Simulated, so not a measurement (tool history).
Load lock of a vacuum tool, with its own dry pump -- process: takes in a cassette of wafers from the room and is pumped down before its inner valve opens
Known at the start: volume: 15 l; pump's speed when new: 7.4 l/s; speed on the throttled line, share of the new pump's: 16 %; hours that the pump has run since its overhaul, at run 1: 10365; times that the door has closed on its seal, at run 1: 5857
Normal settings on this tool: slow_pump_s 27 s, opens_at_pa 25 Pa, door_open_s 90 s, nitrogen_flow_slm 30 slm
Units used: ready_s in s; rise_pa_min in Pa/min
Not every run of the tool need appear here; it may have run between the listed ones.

run,hour,slow_pump_s,opens_at_pa,door_open_s,nitrogen_flow_slm,hours that the pump has run since its overhaul,times that the door has closed on its seal,"incoming humidity of the room's air, %",ready_s,rise_pa_min
1,0.0,27,25,90,30,10365,5857,44.9,40.8,0.055
2,180.1,27,25,90,30,10546,6147,44.6,40.9,0.065
3,441.0,27,27,90,30,10806,6566,44.0,40.7,0.070
4,781.6,29,25,90,30,11147,7113,47.3,42.4,0.068
5,1039.1,29,25,90,30,11405,7527,44.9,42.2,0.076
6,1208.5,29,25,90,30,11574,7800,44.5,43.0,0.079
7,1383.3,29,25,90,30,11749,8081,45.7,42.6,0.084
8,1694.3,27,25,90,30,12060,8581,46.2,41.5,0.088
9,1906.0,51,25,90,30,12271,8921,42.8,61.0,0.092
10,2206.1,51,25,90,30,12572,9403,44.1,60.7,0.092
11,2407.3,27,25,90,30,12773,9727,47.1,41.7,0.093
12,2552.8,27,25,90,30,12918,9961,41.4,41.2,0.097
13,2717.0,27,25,90,30,13082,10225,47.5,41.1,0.100
14,3004.6,14,25,90,30,13370,10687,42.6,30.9,0.106
15,3319.3,14,25,90,30,13685,11193,42.7,30.7,0.102
16,3574.4,14,25,90,30,13940,11603,45.2,30.6,0.118
17,3881.7,14,25,90,14,14247,12097,44.2,30.5,0.133
18,4062.6,14,25,90,14,14428,12387,44.1,31.2,0.138
19,4286.6,14,25,90,14,14652,12748,45.0,31.0,0.140
20,4483.0,20,20,169,30,14848,13063,44.5,36.6,0.138
21,4684.5,37,25,39,30,15050,13387,46.9,50.0,0.135
22,5037.8,42,40,90,19,15403,13955,42.2,52.6,0.152
23,5218.0,23,40,40,13,15583,14245,47.0,37.3,0.150
24,5402.8,38,25,90,30,15768,14542,43.5,50.7,0.149
25,5757.9,38,25,90,30,16123,15113,46.0,50.1,0.162
26,6098.6,38,25,90,30,16464,15660,43.5,50.0,0.166
27,6361.8,22,25,90,30,16727,16083,44.7,38.0,0.176
28,6672.3,23,26,46,8,17038,16582,45.4,38.7,0.189
29,6936.2,23,26,46,8,17302,17007,46.7,38.8,0.191
30,7082.6,23,19,163,8,17448,17242,44.6,38.9,0.218
31,7381.8,48,46,70,10,17747,17723,44.0,57.4,0.218
32,7694.9,48,46,70,10,18060,18226,47.7,57.4,0.221
33,7982.3,19,37,30,44,18348,18688,43.3,34.0,0.212
34,8133.7,27,28,90,15,18499,18932,43.3,41.7,0.226
35,8376.8,27,28,90,15,18742,19322,45.1,41.4,0.234
36,8544.8,27,28,71,15,18910,19592,44.4,42.0,0.239

Forecast each of these 5 alternatives for the next run:
A,8804.7,26,27,44,30,19170,20010,45.0,?,?
B,8804.7,27,21,90,30,19170,20010,41.7,?,?
C,8804.7,17,28,50,15,19170,20010,44.1,?,?
D,8804.7,27,27,71,15,19170,20010,41.4,?,?
E,8804.7,34,25,90,10,19170,20010,44.1,?,?

run,ready_s,rise_pa_min
A,41.1,0.230
B,42.3,0.240
C,33.5,0.251
D,42.0,0.249
E,47.8,0.246
What these runs would have given with no unlogged condition in the tool:
run,ready_s,rise_pa_min
A,38.7,0.017
B,39.8,0.024
C,30.9,0.035
D,39.6,0.034
E,45.6,0.039
